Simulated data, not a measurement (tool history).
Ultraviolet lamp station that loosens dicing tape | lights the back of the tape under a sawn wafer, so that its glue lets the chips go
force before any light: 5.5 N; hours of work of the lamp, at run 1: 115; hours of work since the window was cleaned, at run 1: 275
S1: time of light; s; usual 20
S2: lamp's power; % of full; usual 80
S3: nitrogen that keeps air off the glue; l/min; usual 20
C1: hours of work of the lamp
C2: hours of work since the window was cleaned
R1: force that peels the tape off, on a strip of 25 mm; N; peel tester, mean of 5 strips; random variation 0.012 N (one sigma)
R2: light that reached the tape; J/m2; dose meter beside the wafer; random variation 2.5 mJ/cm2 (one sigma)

run 1 hour=0.0 | S1=20 S2=80 S3=20 | C1=115 C2=275 | R1=0.640 R2=2660
run 2 hour=8.3 | S1=20 S2=80 S3=20 | C1=119 C2=280 | R1=0.613 R2=2670
run 3 hour=13.5 | S1=20 S2=80 S3=34 | C1=122 C2=282 | R1=0.477 R2=2590
run 4 hour=18.6 | S1=20 S2=80 S3=10 | C1=124 C2=285 | R1=1.009 R2=2630
run 5 hour=24.1 | S1=20 S2=80 S3=20 | C1=127 C2=288 | R1=0.645 R2=2600
run 6 hour=29.9 | S1=20 S2=80 S3=20 | C1=130 C2=291 | R1=0.668 R2=2610
run 7 hour=38.1 | S1=20 S2=80 S3=20 | C1=135 C2=295 | R1=0.648 R2=2640
run 8 hour=43.2 | S1=20 S2=80 S3=20 | C1=137 C2=298 | R1=0.656 R2=2600
run 9 hour=50.9 | S1=20 S2=80 S3=20 | C1=141 C2=302 | R1=0.656 R2=2630
run 10 hour=58.5 | S1=20 S2=80 S3=20 | C1=145 C2=306 | R1=0.669 R2=2590
run 11 hour=62.3 | S1=20 S2=73 S3=20 | C1=147 C2=308 | R1=0.798 R2=2340
run 12 hour=70.6 | S1=20 S2=73 S3=20 | C1=152 C2=312 | R1=0.759 R2=2410
run 13 hour=75.4 | S1=20 S2=80 S3=7 | C1=154 C2=315 | R1=1.223 R2=2570
run 14 hour=81.6 | S1=20 S2=80 S3=7 | C1=157 C2=318 | R1=1.185 R2=2590
run 15 hour=90.7 | S1=20 S2=80 S3=7 | C1=162 C2=323 | R1=1.199 R2=2570
-- hour=92.0 window cleaned of glue's vapour
run 16 hour=96.0 | S1=20 S2=80 S3=7 | C1=165 C2=2 | R1=1.232 R2=2480
run 17 hour=101.5 | S1=20 S2=80 S3=7 | C1=167 C2=5 | R1=1.271 R2=2490
run 18 hour=110.0 | S1=20 S2=80 S3=7 | C1=172 C2=9 | R1=1.328 R2=2490
run 19 hour=116.0 | S1=20 S2=80 S3=7 | C1=175 C2=13 | R1=1.270 R2=2430
run 20 hour=122.1 | S1=20 S2=80 S3=7 | C1=178 C2=16 | R1=1.284 R2=2490
-- hour=128.8 window cleaned of glue's vapour, once more
run 21 hour=130.1 | S1=20 S2=80 S3=7 | C1=182 C2=1 | R1=1.067 R2=2730
run 22 hour=135.0 | S1=38 S2=80 S3=7 | C1=185 C2=3 | R1=0.292 R2=5220
run 23 hour=140.4 | S1=11 S2=94 S3=6 | C1=188 C2=6 | R1=2.080 R2=1780
run 24 hour=148.7 | S1=11 S2=94 S3=6 | C1=192 C2=10 | R1=1.941 R2=1760
run 25 hour=155.1 | S1=20 S2=89 S3=33 | C1=195 C2=14 | R1=0.343 R2=3080
run 26 hour=159.3 | S1=13 S2=85 S3=7 | C1=198 C2=16 | R1=1.811 R2=1880
run 27 hour=163.0 | S1=19 S2=85 S3=34 | C1=199 C2=18 | R1=0.432 R2=2690
run 28 hour=169.5 | S1=20 S2=72 S3=6 | C1=203 C2=21 | R1=1.379 R2=2430
run 29 hour=175.6 | S1=20 S2=72 S3=6 | C1=206 C2=25 | R1=1.415 R2=2410
run 30 hour=182.0 | S1=23 S2=80 S3=34 | C1=209 C2=28 | R1=0.320 R2=3090
run 31 hour=189.9 | S1=23 S2=80 S3=34 | C1=214 C2=32 | R1=0.313 R2=3130
run 32 hour=197.8 | S1=24 S2=90 S3=8 | C1=218 C2=36 | R1=0.571 R2=3680
run 33 hour=204.3 | S1=24 S2=89 S3=17 | C1=221 C2=40 | R1=0.363 R2=3590
run 34 hour=210.0 | S1=13 S2=80 S3=20 | C1=224 C2=43 | R1=1.275 R2=1730
run 35 hour=214.8 | S1=10 S2=73 S3=20 | C1=227 C2=45 | R1=2.001 R2=1250
run 36 hour=218.7 | S1=33 S2=79 S3=20 | C1=229 C2=47 | R1=0.181 R2=4420
run 37 hour=224.9 | S1=20 S2=63 S3=11 | C1=232 C2=50 | R1=1.307 R2=2150
run 38 hour=232.3 | S1=23 S2=90 S3=6 | C1=236 C2=54 | R1=0.810 R2=3460
run 39 hour=236.6 | S1=18 S2=80 S3=20 | C1=238 C2=57 | R1=0.771 R2=2430
run 40 hour=243.9 | S1=18 S2=80 S3=20 | C1=242 C2=60 | R1=0.742 R2=2430
run 41 hour=249.9 | S1=10 S2=80 S3=20 | C1=245 C2=64 | R1=1.837 R2=1320
run 42 hour=256.2 | S1=10 S2=85 S3=10 | C1=248 C2=67 | R1=2.079 R2=1390
run 43 hour=260.5 | S1=35 S2=80 S3=28 | C1=251 C2=69 | R1=0.132 R2=4660

How the hidden state differs across the entries between the runs, from the last listed run before each to the first after it:
Between runs 15 and 16: window cleaned of glue's vapour (hour 92.0)
  lamp's light, % of a new lamp's: 96 -> 95.9; light that the window lets through, % of a clean one's: 93.2 -> 90.2
  measured less the result without the state, R1: +0.189 -> +0.244 N; R2: -300 -> -380 J/m2
Between runs 20 and 21: window cleaned of glue's vapour, once more (hour 128.8)
  lamp's light, % of a new lamp's: 95.6 -> 95.5; light that the window lets through, % of a clean one's: 89.9 -> 99.8
  measured less the result without the state, R1: +0.264 -> +0.079 N; R2: -410 -> -140 J/m2
